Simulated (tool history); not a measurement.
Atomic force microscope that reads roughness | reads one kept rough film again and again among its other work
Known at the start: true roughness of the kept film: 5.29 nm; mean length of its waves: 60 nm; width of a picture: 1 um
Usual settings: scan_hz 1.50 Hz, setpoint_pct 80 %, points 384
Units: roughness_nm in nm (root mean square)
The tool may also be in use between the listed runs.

run	hour	scan_hz	setpoint_pct	points	roughness_nm
1	0.0	1.50	80	384	4.418
2	6.9	1.50	80	384	4.414
3	13.2	1.50	67	384	4.697
4	26.4	1.50	80	384	4.393
5	36.0	1.50	80	511	4.366
6	47.3	1.50	80	384	4.373
7	59.9	1.50	80	384	4.356
8	66.5	1.50	80	384	4.361
9	74.0	1.50	80	384	4.340
10	86.1	1.50	80	384	4.331
11	99.8	1.50	80	384	4.333
# hour 104.7: new tip fitted
12	107.2	1.50	80	384	4.456
13	113.2	1.50	80	384	4.463
14	120.0	1.50	80	384	4.477
15	132.3	1.50	80	384	4.447
16	145.7	1.50	80	271	4.412
17	157.9	0.52	80	384	4.850
18	168.0	1.13	85	543	4.487
19	179.2	1.13	85	543	4.480
20	186.1	1.13	85	543	4.445
21	199.7	1.50	60	266	4.819
22	206.8	0.65	84	352	4.678
23	219.4	1.04	88	352	4.393
24	228.3	2.34	81	352	4.056
25	236.2	1.73	62	352	4.712
26	249.2	1.10	75	326	4.642
27	261.0	0.77	73	546	4.788
28	273.9	1.41	83	685	4.300
29	282.2	1.44	57	557	4.851
30	293.1	2.26	56	509	4.748
31	298.8	3.13	80	930	3.811
32	312.2	3.13	80	930	3.788

Some steps in roughness_nm between neighbouring runs. How much of each would the tool show without its hidden state too (settings, what came in, random variation), and how much is left for the hidden state, with any gauge scatter that isn't in both results?
The hidden state here: radius of the tip, nm; height scale over the true one, %; drift of the gauge itself on roughness_nm, %.
Run 11 -> 12: new tip fitted. roughness_nm +0.123 nm (root mean square): hidden state +0.144, all else -0.021.
Run 24 -> 25: scan_hz 2.34 -> 1.73, setpoint_pct 81 -> 62. roughness_nm +0.656 nm (root mean square): hidden state -0.016, all else +0.672.
Run 28 -> 29: scan_hz 1.41 -> 1.44, setpoint_pct 83 -> 57, points 685 -> 557. roughness_nm +0.551 nm (root mean square): hidden state -0.019, all else +0.570.
Run 30 -> 31: scan_hz 2.26 -> 3.13, setpoint_pct 56 -> 80, points 509 -> 930. roughness_nm -0.937 nm (root mean square): hidden state +0.023, all else -0.960.

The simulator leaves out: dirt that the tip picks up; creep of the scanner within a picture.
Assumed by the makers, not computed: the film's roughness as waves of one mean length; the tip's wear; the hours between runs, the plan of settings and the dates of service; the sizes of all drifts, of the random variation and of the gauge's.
